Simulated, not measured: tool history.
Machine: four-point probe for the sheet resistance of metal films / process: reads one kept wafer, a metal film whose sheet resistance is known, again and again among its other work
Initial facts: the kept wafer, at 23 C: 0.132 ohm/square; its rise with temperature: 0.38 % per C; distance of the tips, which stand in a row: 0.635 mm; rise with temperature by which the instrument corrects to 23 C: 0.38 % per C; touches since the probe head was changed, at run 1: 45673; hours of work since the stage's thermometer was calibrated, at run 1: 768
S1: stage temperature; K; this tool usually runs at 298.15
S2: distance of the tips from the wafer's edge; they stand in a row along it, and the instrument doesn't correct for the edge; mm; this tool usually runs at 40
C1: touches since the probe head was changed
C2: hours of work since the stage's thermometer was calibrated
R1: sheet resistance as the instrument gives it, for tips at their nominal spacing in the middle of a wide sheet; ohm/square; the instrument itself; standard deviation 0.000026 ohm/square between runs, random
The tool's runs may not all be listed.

run,hour,S1,S2,C1,C2,R1
1,0.0,298.15,40,45673,768,0.132286
2,51.7,298.15,40,48229,803,0.132327
3,92.7,298.15,40,50250,831,0.132331
4,140.6,298.15,40,52617,863,0.132384
5,179.8,298.15,40,54555,889,0.132351
6,220.0,298.15,40,56540,917,0.132387
7,250.8,298.15,40,58060,937,0.132409
8,306.3,298.15,40,60805,975,0.132466
9,359.9,305.15,5,63449,1011,0.133595
10,406.0,305.15,50,65729,1042,0.132442
11,438.9,298.15,57,67352,1064,0.132500
12,463.7,298.15,57,68577,1081,0.132477

Forecast run 13:
13,519.2,298.15,57,71321,1118,?

R1: 0.132518 ohm/square
Without the tool's hidden state the same run would have given R1 0.131996 ohm/square.
